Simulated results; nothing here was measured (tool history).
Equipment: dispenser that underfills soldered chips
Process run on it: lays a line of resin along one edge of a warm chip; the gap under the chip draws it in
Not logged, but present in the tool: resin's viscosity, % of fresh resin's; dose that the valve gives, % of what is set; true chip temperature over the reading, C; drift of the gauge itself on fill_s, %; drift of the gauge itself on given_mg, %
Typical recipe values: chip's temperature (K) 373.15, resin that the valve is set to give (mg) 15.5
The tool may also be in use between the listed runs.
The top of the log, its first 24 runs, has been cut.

run    day  chip's temperature (K)  resin that the valve is set to give (mg)  hours of work since the syringe was changed  hours of work since the valve was cleaned  hours of work since the stage was calibrated  time until the resin shows at the far edge (s)  resin that the valve gave (mg)
 25  3.458                  369.15                                      20.2                                            5                                         74                                           127                                            58.8                            19.8
 26  3.617                  374.15                                      15.5                                            8                                         77                                           130                                            60.5                           14.99
 27  3.804                  387.15                                      15.8                                           11                                         80                                           133                                              50                           15.12
     3.838  -- new syringe of resin
 28  3.908                  373.15                                      17.9                                            1                                         82                                           135                                            38.8                           17.27
 29  4.012                  373.15                                      17.9                                            3                                         84                                           136                                            43.9                            17.4
 30  4.167                  370.15                                      16.5                                            6                                         86                                           139                                              59                           15.87
 31   4.35                  370.15                                      16.5                                            9                                         90                                           142                                            72.2                            15.9
     4.517  -- new syringe of resin
 32  4.546                  378.15                                      16.5                                            1                                         93                                           145                                              30                            15.9
 33  4.658                  378.15                                      14.8                                            2                                         95                                           147                                            35.2                           14.18
     4.812  -- dispensing valve cleaned and set on the balance
 34  4.875                  362.15                                      15.5                                            5                                          1                                           150                                            75.6                           15.57
 35  4.962                  373.15                                      18.4                                            7                                          3                                           152                                            55.9                           18.37
 36  5.058                  367.15                                        14                                            9                                          4                                           153                                            80.3                           13.93

5 options for the next run, each taken on its own from the tool as it stands now. Forecast them:
  A  5.212                  381.15                                      18.3                                           11                                          7                                           156                                               ?                               ?
  B  5.212                  387.15                                      19.3                                           11                                          7                                           156                                               ?                               ?
  C  5.212                  362.15                                        14                                           11                                          7                                           156                                               ?                               ?
  D  5.212                  372.15                                      15.5                                           11                                          7                                           156                                               ?                               ?
  E  5.212                  367.15                                      15.7                                           11                                          7                                           156                                               ?                               ?

run  time until the resin shows at the far edge (s)  resin that the valve gave (mg)
  A                                              57                           18.23
  B                                            46.1                           19.35
  C                                           113.1                           13.91
  D                                            77.9                            15.4
  E                                            91.7                           15.55
Take away the tool's hidden state, keep each run's random variation, and the runs would have read:
run  time until the resin shows at the far edge (s)  resin that the valve gave (mg)
  A                                            27.7                           18.31
  B                                            22.2                           19.43
  C                                            55.1                           13.97
  D                                            38.1                           15.47
  E                                            44.8                           15.61

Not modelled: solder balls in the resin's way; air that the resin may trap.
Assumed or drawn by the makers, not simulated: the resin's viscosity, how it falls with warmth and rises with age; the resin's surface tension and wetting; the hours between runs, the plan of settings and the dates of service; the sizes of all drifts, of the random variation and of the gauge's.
